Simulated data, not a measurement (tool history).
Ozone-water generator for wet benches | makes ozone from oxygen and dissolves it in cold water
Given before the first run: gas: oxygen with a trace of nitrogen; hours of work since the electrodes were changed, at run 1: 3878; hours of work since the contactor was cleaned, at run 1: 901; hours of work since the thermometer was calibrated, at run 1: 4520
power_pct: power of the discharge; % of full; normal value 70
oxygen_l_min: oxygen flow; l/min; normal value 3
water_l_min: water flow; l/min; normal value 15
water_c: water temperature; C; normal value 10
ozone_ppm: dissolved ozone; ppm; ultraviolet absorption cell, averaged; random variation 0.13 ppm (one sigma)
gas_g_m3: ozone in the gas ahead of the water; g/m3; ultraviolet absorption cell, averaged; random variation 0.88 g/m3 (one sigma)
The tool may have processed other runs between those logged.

run     day  power_pct  oxygen_l_min  water_l_min  water_c  hours of work since the electrodes were changed  hours of work since the contactor was cleaned  hours of work since the thermometer was calibrated  ozone_ppm  gas_g_m3
  1       0         70             3           15       10                                             3878                                            901                                                4520       10.5     113.1
  2   2.329         70          5.16           15       10                                             3932                                            955                                                4574        9.8      78.2
      3.958  -- water thermometer calibrated
  3   7.292         70          5.16           15       10                                             4045                                           1068                                                  77        9.8      76.9
  4  12.504         70          5.16           15       10                                             4165                                           1188                                                 197        9.6      76.8
  5  15.154         61             3           15       10                                             4226                                           1249                                                 258        9.2     101.5
  6  17.521         61             3           10       13                                             4281                                           1304                                                 312       12.3     100.2
  7  20.371         61             3           10       13                                             4346                                           1369                                                 378       12.5       100
  8   24.95         45             3           24        6                                             4452                                           1475                                                 483        4.6      81.8
  9  29.296         86             3           24        9                                             4552                                           1575                                                 583        7.1     122.9
 10  33.167         86             3           24        9                                             4641                                           1664                                                 672          7     121.7

Branching from run 10: 5 alternative next runs. What would each branch give?
  A  37.125         70             3            9       10                                             4732                                           1755                                                 764          ?         ?
  B  37.125         86             3            9       11                                             4732                                           1755                                                 764          ?         ?
  C  37.125         70           3.1           15       10                                             4732                                           1755                                                 764          ?         ?
  D  37.125         43             3           24        9                                             4732                                           1755                                                 764          ?         ?
  E  37.125         99             3           11        9                                             4732                                           1755                                                 764          ?         ?

run  ozone_ppm  gas_g_m3
  A         15     106.9
  B       16.6     121.3
  C        9.6     103.3
  D        4.4      77.1
  E       15.8       131
The same runs, with their run-to-run variation unchanged, on a tool lacking any hidden condition would have given:
run  ozone_ppm  gas_g_m3
  A         21     146.4
  B       24.6     174.3
  C       13.6     141.8
  D        5.6      94.5
  E       24.1     194.6
